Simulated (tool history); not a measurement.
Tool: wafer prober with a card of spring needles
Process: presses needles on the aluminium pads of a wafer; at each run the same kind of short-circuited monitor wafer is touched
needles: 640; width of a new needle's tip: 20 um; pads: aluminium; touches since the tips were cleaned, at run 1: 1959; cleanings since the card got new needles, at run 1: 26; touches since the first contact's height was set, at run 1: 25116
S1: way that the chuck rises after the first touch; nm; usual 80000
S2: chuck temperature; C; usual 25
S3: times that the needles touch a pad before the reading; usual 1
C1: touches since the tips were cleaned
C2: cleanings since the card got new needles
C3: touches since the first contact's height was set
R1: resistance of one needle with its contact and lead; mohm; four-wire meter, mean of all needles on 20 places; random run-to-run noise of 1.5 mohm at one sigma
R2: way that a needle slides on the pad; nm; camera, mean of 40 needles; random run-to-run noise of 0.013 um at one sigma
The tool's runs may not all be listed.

{"run": 1, "hour": 0.0, "S1": 80000, "S2": 25, "S3": 1, "C1": 1959, "C2": 26, "C3": 25116, "R1": 158, "R2": 22120}
{"hour": 13.9, "done": "tips cleaned on abrasive film"}
{"run": 2, "hour": 21.6, "S1": 99000, "S2": 25, "S3": 1, "C1": 2587, "C2": 27, "C3": 32370, "R1": 163, "R2": 27390}
{"hour": 34.4, "done": "tips cleaned on abrasive film"}
{"run": 3, "hour": 49.7, "S1": 99000, "S2": 25, "S3": 1, "C1": 5136, "C2": 28, "C3": 41795, "R1": 157, "R2": 27320}
{"hour": 52.8, "done": "tips cleaned on abrasive film"}
{"hour": 72.1, "done": "tips cleaned on abrasive film"}
{"run": 4, "hour": 83.0, "S1": 99000, "S2": 25, "S3": 1, "C1": 3686, "C2": 30, "C3": 52981, "R1": 154, "R2": 27330}
{"hour": 91.5, "done": "tips cleaned on abrasive film"}
{"hour": 111.2, "done": "tips cleaned on abrasive film"}
{"run": 5, "hour": 115.7, "S1": 80000, "S2": 25, "S3": 1, "C1": 1533, "C2": 32, "C3": 63932, "R1": 153, "R2": 21960}
{"hour": 129.6, "done": "tips cleaned on abrasive film"}
{"hour": 149.1, "done": "tips cleaned on abrasive film"}
{"hour": 153.5, "done": "height of the first contact set anew"}
{"run": 6, "hour": 155.8, "S1": 80000, "S2": 25, "S3": 1, "C1": 2177, "C2": 34, "C3": 799, "R1": 161, "R2": 22240}
{"hour": 168.0, "done": "tips cleaned on abrasive film"}
{"hour": 186.4, "done": "tips cleaned on abrasive film"}
{"run": 7, "hour": 193.5, "S1": 80000, "S2": 25, "S3": 1, "C1": 2401, "C2": 36, "C3": 13441, "R1": 158, "R2": 22200}
{"hour": 207.6, "done": "tips cleaned on abrasive film"}
{"hour": 226.2, "done": "tips cleaned on abrasive film"}
{"run": 8, "hour": 231.0, "S1": 80000, "S2": 70, "S3": 1, "C1": 1632, "C2": 38, "C3": 26018, "R1": 162, "R2": 22160}
{"hour": 245.4, "done": "tips cleaned on abrasive film"}
{"hour": 265.1, "done": "tips cleaned on abrasive film, once more"}
{"run": 9, "hour": 270.6, "S1": 80000, "S2": 70, "S3": 1, "C1": 1865, "C2": 40, "C3": 39314, "R1": 161, "R2": 22120}
{"hour": 284.3, "done": "tips cleaned on abrasive film"}
{"hour": 305.0, "done": "tips cleaned on abrasive film"}
{"run": 10, "hour": 308.7, "S1": 80000, "S2": 70, "S3": 1, "C1": 1260, "C2": 42, "C3": 52077, "R1": 162, "R2": 22080}
{"hour": 325.6, "done": "tips cleaned on abrasive film"}
{"hour": 344.7, "done": "tips cleaned on abrasive film"}
{"run": 11, "hour": 353.6, "S1": 80000, "S2": 25, "S3": 3, "C1": 3009, "C2": 44, "C3": 67147, "R1": 147, "R2": 22020}
{"hour": 365.4, "done": "tips cleaned on abrasive film"}
{"hour": 381.4, "done": "height of the first contact set anew"}
{"hour": 386.4, "done": "tips cleaned on abrasive film"}
{"run": 12, "hour": 390.3, "S1": 80000, "S2": 25, "S3": 3, "C1": 1311, "C2": 46, "C3": 2966, "R1": 144, "R2": 22200}
{"hour": 406.4, "done": "tips cleaned on abrasive film"}
{"run": 13, "hour": 409.3, "S1": 80000, "S2": 25, "S3": 3, "C1": 960, "C2": 47, "C3": 9329, "R1": 141, "R2": 22200}
{"hour": 426.7, "done": "tips cleaned on abrasive film"}
{"run": 14, "hour": 433.3, "S1": 80000, "S2": 25, "S3": 3, "C1": 2207, "C2": 48, "C3": 17399, "R1": 146, "R2": 22130}
{"hour": 447.0, "done": "tips cleaned on abrasive film"}
{"run": 15, "hour": 462.2, "S1": 80000, "S2": 92, "S3": 1, "C1": 5119, "C2": 49, "C3": 27122, "R1": 173, "R2": 22140}
{"hour": 466.4, "done": "tips cleaned on abrasive film"}
{"hour": 486.3, "done": "tips cleaned on abrasive film"}
{"run": 16, "hour": 489.1, "S1": 80000, "S2": 92, "S3": 1, "C1": 949, "C2": 51, "C3": 36130, "R1": 162, "R2": 22100}
{"hour": 506.0, "done": "tips cleaned on abrasive film"}
{"hour": 525.5, "done": "tips cleaned on abrasive film"}
{"run": 17, "hour": 528.1, "S1": 79000, "S2": 112, "S3": 1, "C1": 872, "C2": 53, "C3": 49213, "R1": 167, "R2": 21780}
{"hour": 545.5, "done": "tips cleaned on abrasive film"}
{"run": 18, "hour": 549.9, "S1": 79000, "S2": 112, "S3": 1, "C1": 1482, "C2": 54, "C3": 56528, "R1": 170, "R2": 21730}
{"hour": 566.2, "done": "tips cleaned on abrasive film"}
{"run": 19, "hour": 570.2, "S1": 73000, "S2": 37, "S3": 2, "C1": 1331, "C2": 55, "C3": 63320, "R1": 154, "R2": 20050}
{"hour": 584.9, "done": "tips cleaned on abrasive film"}
{"hour": 604.2, "done": "tips cleaned on abrasive film"}
{"hour": 609.5, "done": "height of the first contact set anew"}
{"run": 20, "hour": 611.1, "S1": 61000, "S2": 84, "S3": 2, "C1": 2219, "C2": 57, "C3": 546, "R1": 168, "R2": 16970}
{"hour": 624.5, "done": "tips cleaned on abrasive film"}
{"run": 21, "hour": 642.4, "S1": 80000, "S2": 106, "S3": 1, "C1": 6050, "C2": 58, "C3": 11059, "R1": 177, "R2": 22210}

Run 22 comes next. What will it give?
{"hour": 645.1, "done": "tips cleaned on abrasive film"}
{"hour": 665.7, "done": "tips cleaned on abrasive film"}
{"run": 22, "hour": 678.8, "S1": 92000, "S2": 71, "S3": 1, "C1": 4425, "C2": 60, "C3": 23280, "R1": "?", "R2": "?"}

R1: 166 mohm
R2: 25510 nm
With no hidden state in the tool, this same run would have given R1 146 mohm, R2 25570 nm.
